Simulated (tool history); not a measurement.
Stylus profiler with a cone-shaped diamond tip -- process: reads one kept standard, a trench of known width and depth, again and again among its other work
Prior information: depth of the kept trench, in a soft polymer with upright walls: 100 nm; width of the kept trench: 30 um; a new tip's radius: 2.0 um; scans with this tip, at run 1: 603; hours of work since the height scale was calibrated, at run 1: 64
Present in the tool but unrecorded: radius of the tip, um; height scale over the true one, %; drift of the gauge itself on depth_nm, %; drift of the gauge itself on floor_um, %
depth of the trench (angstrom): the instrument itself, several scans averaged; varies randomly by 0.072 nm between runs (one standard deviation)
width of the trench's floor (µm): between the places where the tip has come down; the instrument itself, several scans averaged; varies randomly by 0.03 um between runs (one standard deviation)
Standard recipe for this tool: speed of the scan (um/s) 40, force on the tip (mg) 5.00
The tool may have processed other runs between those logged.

| run | hour | speed of the scan (um/s) | force on the tip (mg) | scans with this tip | hours of work since the height scale was calibrated | depth of the trench (angstrom) | width of the trench's floor (µm) |
|---|---|---|---|---|---|---|---|
| 1 | 0.0 | 40 | 5.00 | 603 | 64 | 1020.7 | 28.66 |
| 2 | 16.0 | 40 | 3.43 | 668 | 71 | 1017.3 | 28.59 |
| 3 | 28.3 | 40 | 3.43 | 717 | 76 | 1015.2 | 28.64 |
| 4 | 54.4 | 40 | 3.81 | 824 | 88 | 1017.8 | 28.59 |
| 5 | 78.7 | 40 | 1.97 | 922 | 98 | 1010.6 | 28.55 |
| 6 | 103.0 | 40 | 2.58 | 1021 | 108 | 1013.0 | 28.52 |
| 7 | 116.3 | 40 | 5.00 | 1075 | 114 | 1019.7 | 28.62 |
| 8 | 136.0 | 33 | 5.00 | 1154 | 123 | 1019.6 | 28.59 |
| 9 | 159.1 | 40 | 3.53 | 1248 | 133 | 1016.8 | 28.66 |
| 10 | 179.9 | 40 | 3.53 | 1332 | 142 | 1015.9 | 28.57 |
| 11 | 198.2 | 40 | 3.53 | 1407 | 149 | 1017.2 | 28.52 |
| 12 | 210.6 | 40 | 3.53 | 1457 | 155 | 1017.3 | 28.58 |
| 13 | 232.0 | 40 | 3.53 | 1544 | 164 | 1017.1 | 28.52 |
| 14 | 248.7 | 40 | 3.53 | 1612 | 171 | 1017.4 | 28.60 |
| 15 | 264.1 | 40 | 2.59 | 1674 | 178 | 1012.9 | 28.54 |
| 16 | 289.8 | 27 | 5.00 | 1778 | 189 | 1021.4 | 28.59 |
| 17 | 319.4 | 27 | 5.00 | 1898 | 202 | 1021.0 | 28.59 |
| 18 | 338.0 | 27 | 5.00 | 1974 | 210 | 1021.0 | 28.61 |
| 19 | 355.5 | 27 | 5.00 | 2045 | 217 | 1020.4 | 28.56 |
| 20 | 375.4 | 147 | 5.04 | 2125 | 226 | 1021.8 | 28.30 |
| 21 | 398.8 | 103 | 12.43 | 2220 | 236 | 1037.8 | 28.48 |
| 22 | 428.8 | 11 | 2.28 | 2342 | 249 | 1012.3 | 28.60 |
| 23 | 450.9 | 133 | 5.47 | 2432 | 258 | 1022.1 | 28.34 |
| 24 | 474.6 | 40 | 2.35 | 2528 | 269 | 1013.4 | 28.50 |
| 25 | 494.1 | 92 | 4.81 | 2607 | 277 | 1021.1 | 28.41 |
| 26 | 523.9 | 92 | 4.81 | 2728 | 290 | 1020.6 | 28.39 |
| 27 | 536.6 | 159 | 3.99 | 2779 | 295 | 1018.5 | 28.16 |
| 28 | 556.6 | 18 | 4.49 | 2860 | 304 | 1019.5 | 28.58 |
| 29 | 580.0 | 135 | 2.76 | 2955 | 314 | 1015.3 | 28.23 |
| 30 | 604.0 | 100 | 2.38 | 3052 | 324 | 1014.8 | 28.23 |
| 31 | 627.3 | 100 | 2.38 | 3147 | 334 | 1013.8 | 28.26 |
| 32 | 651.4 | 10 | 11.90 | 3245 | 345 | 1037.9 | 28.61 |
| 33 | 674.1 | 24 | 2.14 | 3337 | 355 | 1012.1 | 28.48 |
| 34 | 689.2 | 24 | 2.14 | 3398 | 361 | 1012.5 | 28.53 |
| 35 | 705.8 | 18 | 4.95 | 3465 | 368 | 1021.3 | 28.54 |
| 36 | 732.2 | 19 | 4.95 | 3573 | 380 | 1021.9 | 28.57 |
| 37 | 748.5 | 21 | 9.00 | 3638 | 387 | 1032.7 | 28.55 |

What if the next run were any one of these 5? Each begins from the tool's condition after run 37:
| A | 766.2 | 21 | 1.77 | 3710 | 394 | ? | ? |
| B | 766.2 | 63 | 9.00 | 3710 | 394 | ? | ? |
| C | 766.2 | 50 | 5.00 | 3710 | 394 | ? | ? |
| D | 766.2 | 21 | 2.45 | 3710 | 394 | ? | ? |
| E | 766.2 | 39 | 5.06 | 3710 | 394 | ? | ? |

| run | depth of the trench (angstrom) | width of the trench's floor (µm) |
|---|---|---|
| A | 1011.3 | 28.49 |
| B | 1030.5 | 28.48 |
| C | 1021.5 | 28.39 |
| D | 1013.3 | 28.47 |
| E | 1021.1 | 28.46 |
With the hidden condition removed and each run's random variation left untouched, the same runs would have given:
| run | depth of the trench (angstrom) | width of the trench's floor (µm) |
|---|---|---|
| A | 1009.7 | 28.66 |
| B | 1028.8 | 28.65 |
| C | 1019.8 | 28.56 |
| D | 1011.6 | 28.64 |
| E | 1019.5 | 28.63 |
